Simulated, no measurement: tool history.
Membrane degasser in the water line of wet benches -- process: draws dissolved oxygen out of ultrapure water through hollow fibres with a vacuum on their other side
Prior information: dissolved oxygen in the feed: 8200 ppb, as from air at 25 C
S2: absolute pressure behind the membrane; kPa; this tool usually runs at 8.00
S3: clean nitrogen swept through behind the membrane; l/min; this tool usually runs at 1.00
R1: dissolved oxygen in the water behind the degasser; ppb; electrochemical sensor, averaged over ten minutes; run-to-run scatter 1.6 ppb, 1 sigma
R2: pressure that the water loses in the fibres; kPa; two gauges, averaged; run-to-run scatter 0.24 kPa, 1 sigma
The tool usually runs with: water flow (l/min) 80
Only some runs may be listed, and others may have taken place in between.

run 1 hour=0.0 | water_flow_(l/min)=80 S2=8.00 S3=1.00 | R1=617.0 R2=60.69
run 2 hour=35.6 | water_flow_(l/min)=80 S2=8.00 S3=1.00 | R1=615.9 R2=61.08
run 3 hour=79.8 | water_flow_(l/min)=80 S2=8.00 S3=1.00 | R1=616.5 R2=61.14
run 4 hour=119.4 | water_flow_(l/min)=80 S2=8.00 S3=0.55 | R1=872.1 R2=60.36
run 5 hour=164.6 | water_flow_(l/min)=80 S2=8.00 S3=0.55 | R1=872.3 R2=60.98
run 6 hour=193.8 | water_flow_(l/min)=80 S2=8.00 S3=0.55 | R1=869.7 R2=60.37
run 7 hour=224.8 | water_flow_(l/min)=80 S2=8.00 S3=0.55 | R1=870.7 R2=60.75
run 8 hour=274.0 | water_flow_(l/min)=80 S2=8.00 S3=0.55 | R1=869.4 R2=60.46
run 9 hour=328.0 | water_flow_(l/min)=80 S2=8.00 S3=0.55 | R1=869.7 R2=61.03
run 10 hour=378.7 | water_flow_(l/min)=80 S2=8.00 S3=0.55 | R1=871.3 R2=60.33
run 11 hour=414.1 | water_flow_(l/min)=117 S2=5.32 S3=1.39 | R1=335.5 R2=87.94
run 12 hour=467.1 | water_flow_(l/min)=59 S2=16.77 S3=1.52 | R1=962.8 R2=44.41
run 13 hour=495.6 | water_flow_(l/min)=63 S2=7.51 S3=1.31 | R1=387.8 R2=47.23
run 14 hour=526.3 | water_flow_(l/min)=63 S2=7.51 S3=1.31 | R1=386.4 R2=47.92
run 15 hour=570.1 | water_flow_(l/min)=63 S2=7.51 S3=1.31 | R1=387.8 R2=47.78
run 16 hour=605.0 | water_flow_(l/min)=63 S2=7.51 S3=1.31 | R1=388.2 R2=47.55
run 17 hour=650.0 | water_flow_(l/min)=63 S2=7.51 S3=1.31 | R1=387.4 R2=47.93
run 18 hour=701.4 | water_flow_(l/min)=89 S2=10.67 S3=1.00 | R1=996.5 R2=66.96
run 19 hour=756.7 | water_flow_(l/min)=57 S2=5.78 S3=1.00 | R1=267.2 R2=42.98

What if the next run were any one of these 4? Each begins from the tool's condition after run 19:
run A hour=785.2 | water_flow_(l/min)=60 S2=7.30 S3=1.47 | R1=? R2=?
run B hour=785.2 | water_flow_(l/min)=80 S2=8.00 S3=1.05 | R1=? R2=?
run C hour=785.2 | water_flow_(l/min)=80 S2=8.00 S3=0.56 | R1=? R2=?
run D hour=785.2 | water_flow_(l/min)=81 S2=11.41 S3=0.66 | R1=? R2=?

run=A R1=325.1 R2=44.86
run=B R1=597.6 R2=60.43
run=C R1=856.8 R2=59.93
run=D R1=1302.6 R2=61.11
Had the tool no hidden state, the same runs would have come out as:
run=A R1=325.0 R2=45.35
run=B R1=597.5 R2=61.07
run=C R1=856.7 R2=60.57
run=D R1=1302.5 R2=61.77

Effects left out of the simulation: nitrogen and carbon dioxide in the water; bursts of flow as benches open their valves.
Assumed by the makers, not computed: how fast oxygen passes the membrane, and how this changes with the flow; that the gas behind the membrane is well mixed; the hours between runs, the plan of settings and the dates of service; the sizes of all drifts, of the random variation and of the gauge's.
